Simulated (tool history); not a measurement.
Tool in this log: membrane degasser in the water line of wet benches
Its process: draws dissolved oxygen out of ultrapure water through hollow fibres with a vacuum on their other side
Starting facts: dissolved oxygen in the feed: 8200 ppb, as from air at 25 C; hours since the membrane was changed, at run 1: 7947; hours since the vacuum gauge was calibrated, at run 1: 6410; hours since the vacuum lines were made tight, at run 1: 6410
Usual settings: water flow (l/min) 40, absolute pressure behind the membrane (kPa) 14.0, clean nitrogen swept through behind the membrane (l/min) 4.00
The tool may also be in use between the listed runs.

run,day,water flow (l/min),absolute pressure behind the membrane (kPa),clean nitrogen swept through behind the membrane (l/min),hours since the membrane was changed,hours since the vacuum gauge was calibrated,hours since the vacuum lines were made tight,dissolved oxygen in the water behind the degasser (ppb),pressure that the water loses in the fibres (kPa)
1,0.000,40,14.0,4.00,7947,6410,6410,284.4,43.27
2,7.842,40,14.0,4.00,8135,6598,6598,286.6,43.21
3,11.329,40,14.0,11.07,8219,6681,6681,127.5,42.98
4,16.988,40,14.0,4.00,8355,6817,6817,291.4,43.55
5,23.538,40,16.0,4.00,8512,6974,6974,335.8,43.46
6,27.262,40,14.0,4.00,8601,7064,7064,286.4,43.74
7,31.458,40,14.0,4.00,8702,7165,7165,290.3,43.39
# day 37.333: vacuum gauge calibrated
8,37.517,40,14.0,4.00,8847,4,7309,295.1,43.67
# day 40.317: seals of the vacuum lines changed
9,45.721,40,14.0,4.00,9042,199,130,296.5,43.89
10,49.338,40,14.0,4.00,9129,286,217,297.2,43.72
# day 49.746: vacuum gauge calibrated, once more
11,53.754,40,14.0,4.00,9234,96,322,275.0,43.81
12,61.083,40,14.0,4.00,9410,272,498,277.8,43.34
13,65.521,28,22.1,2.96,9517,379,604,408.6,30.61
14,73.262,31,27.9,4.00,9703,564,790,443.2,33.89
15,78.704,40,24.1,9.24,9833,695,921,240.7,43.95
16,86.933,40,24.1,9.24,10031,892,1118,244.8,44.06
17,93.621,63,14.0,2.62,10191,1053,1279,673.1,69.29
18,102.133,63,13.2,4.00,10395,1257,1483,481.6,69.54
19,109.433,41,8.5,4.00,10571,1432,1658,161.4,45.15
20,116.371,40,23.1,10.42,10737,1599,1825,210.8,44.14
21,123.446,40,19.9,10.42,10907,1769,1995,186.7,44.51
22,131.054,40,19.9,10.42,11089,1951,2177,191.0,44.35
23,139.446,30,22.9,10.28,11291,2153,2379,149.6,33.15
24,145.012,30,22.9,10.28,11424,2286,2512,149.3,33.23

Pick out some run-to-run changes in dissolved oxygen in the water behind the degasser (ppb). Of each, how much would a tool without hidden state show as well, from the settings, what came in and chance, and how much is left for the hidden state and any gauge scatter not in both results compared?
The tool's hidden condition here consists of: membrane still open, %; true pressure behind the membrane over the reading, kPa; air that leaks in behind the membrane, l/min; drift of the gauge itself on oxygen_ppb, %; drift of the gauge itself on loss_of_pressure_kpa, %.
Run 16 -> 17: water flow (l/min) 40 -> 63, absolute pressure behind the membrane (kPa) 24.1 -> 14.0, clean nitrogen swept through behind the membrane (l/min) 9.24 -> 2.62. dissolved oxygen in the water behind the degasser (ppb) +428.3: hidden state +29.9, all else +398.4.
Run 18 -> 19: water flow (l/min) 63 -> 41, absolute pressure behind the membrane (kPa) 13.2 -> 8.5. dissolved oxygen in the water behind the degasser (ppb) -320.2: hidden state -27.3, all else -292.9.
